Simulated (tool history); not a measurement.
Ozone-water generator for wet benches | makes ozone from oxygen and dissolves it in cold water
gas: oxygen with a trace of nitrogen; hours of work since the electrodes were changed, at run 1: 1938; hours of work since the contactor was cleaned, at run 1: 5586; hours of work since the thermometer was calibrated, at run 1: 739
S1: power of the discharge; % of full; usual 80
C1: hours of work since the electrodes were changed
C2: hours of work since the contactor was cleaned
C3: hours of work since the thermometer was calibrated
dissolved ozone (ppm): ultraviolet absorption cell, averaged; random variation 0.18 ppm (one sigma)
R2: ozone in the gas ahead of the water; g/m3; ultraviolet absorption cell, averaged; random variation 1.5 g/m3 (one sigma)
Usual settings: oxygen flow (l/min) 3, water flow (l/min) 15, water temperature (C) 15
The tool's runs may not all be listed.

Run 1, hour 0: usual settings; C1 1938; C2 5586; C3 739. Result: dissolved ozone (ppm) 25.3, R2 291.5 g/m3.
Run 2, hour 93: usual settings; C1 2026; C2 5673; C3 826. Result: dissolved ozone (ppm) 24.9, R2 287.5 g/m3.
Run 3, hour 169.8: usual settings but S1 75 % of full; C1 2098; C2 5746; C3 898. Result: dissolved ozone (ppm) 23.9, R2 273.7 g/m3.
Run 4, hour 223.6: usual settings but oxygen flow (l/min) 3.7; C1 2149; C2 5796; C3 949. Result: dissolved ozone (ppm) 24.9, R2 255.9 g/m3.
Run 5, hour 267.2: usual settings; C1 2190; C2 5837; C3 990. Result: dissolved ozone (ppm) 25, R2 293.5 g/m3.
Run 6, hour 329.9: usual settings; C1 2249; C2 5896; C3 1049. Result: dissolved ozone (ppm) 24.9, R2 287 g/m3.
Run 7, hour 406.3: usual settings; C1 2321; C2 5968; C3 1121. Result: dissolved ozone (ppm) 25.2, R2 290 g/m3.
Run 8, hour 467.2: usual settings; C1 2378; C2 6025; C3 1178. Result: dissolved ozone (ppm) 24.8, R2 290.4 g/m3.
Run 9, hour 535: usual settings; C1 2442; C2 6089; C3 1242. Result: dissolved ozone (ppm) 25.2, R2 292.9 g/m3.
Run 10, hour 629: usual settings; C1 2530; C2 6177; C3 1330. Result: dissolved ozone (ppm) 24.9, R2 289.1 g/m3.
Run 11, hour 703: usual settings; C1 2600; C2 6247; C3 1400. Result: dissolved ozone (ppm) 25, R2 290.7 g/m3.
Run 12, hour 756.1: usual settings but water temperature (C) 23; C1 2650; C2 6297; C3 1450. Result: dissolved ozone (ppm) 22.5, R2 292 g/m3.
Run 13, hour 836: usual settings but water temperature (C) 23; C1 2725; C2 6372; C3 1525. Result: dissolved ozone (ppm) 22.3, R2 292.9 g/m3.
Run 14, hour 883.5: usual settings but water temperature (C) 10; C1 2769; C2 6417; C3 1570. Result: dissolved ozone (ppm) 26.3, R2 291.9 g/m3.
Run 15, hour 976.8: usual settings but water temperature (C) 9; C1 2857; C2 6504; C3 1657. Result: dissolved ozone (ppm) 26.6, R2 292.4 g/m3.
Run 16, hour 1027.5: usual settings but water temperature (C) 9; C1 2905; C2 6552; C3 1705. Result: dissolved ozone (ppm) 26.5, R2 292 g/m3.
Run 17, hour 1077.4: usual settings but S1 44 % of full, oxygen flow (l/min) 1.51; C1 2952; C2 6599; C3 1752. Result: dissolved ozone (ppm) 13.7, R2 269.2 g/m3.
Run 18, hour 1124: usual settings but oxygen flow (l/min) 1.81; C1 2995; C2 6643; C3 1796. Result: dissolved ozone (ppm) 23.7, R2 400.3 g/m3.
Run 19, hour 1169.6: usual settings but S1 94 % of full, oxygen flow (l/min) 3.12; C1 3038; C2 6686; C3 1839. Result: dissolved ozone (ppm) 28.7, R2 329 g/m3.
Run 20, hour 1213.4: usual settings but S1 94 % of full, oxygen flow (l/min) 3.12; C1 3080; C2 6727; C3 1880. Result: dissolved ozone (ppm) 28.3, R2 332 g/m3.
Run 21, hour 1254.7: usual settings but S1 49 % of full, oxygen flow (l/min) 3.81, water flow (l/min) 9; C1 3118; C2 6766; C3 1919. Result: dissolved ozone (ppm) 25.1, R2 166.5 g/m3.

Run 22 comes next. What will it give?
Run 22, hour 1320.6: usual settings but S1 49 % of full, oxygen flow (l/min) 3.81, water flow (l/min) 9, water temperature (C) 9; C1 3180; C2 6828; C3 1981. Result: dissolved ozone (ppm) ?, R2 ?.

dissolved ozone (ppm): 27.4
R2: 166.6 g/m3
Without the tool's hidden state the same run would have given dissolved ozone (ppm) 27.4, R2 163.9 g/m3.

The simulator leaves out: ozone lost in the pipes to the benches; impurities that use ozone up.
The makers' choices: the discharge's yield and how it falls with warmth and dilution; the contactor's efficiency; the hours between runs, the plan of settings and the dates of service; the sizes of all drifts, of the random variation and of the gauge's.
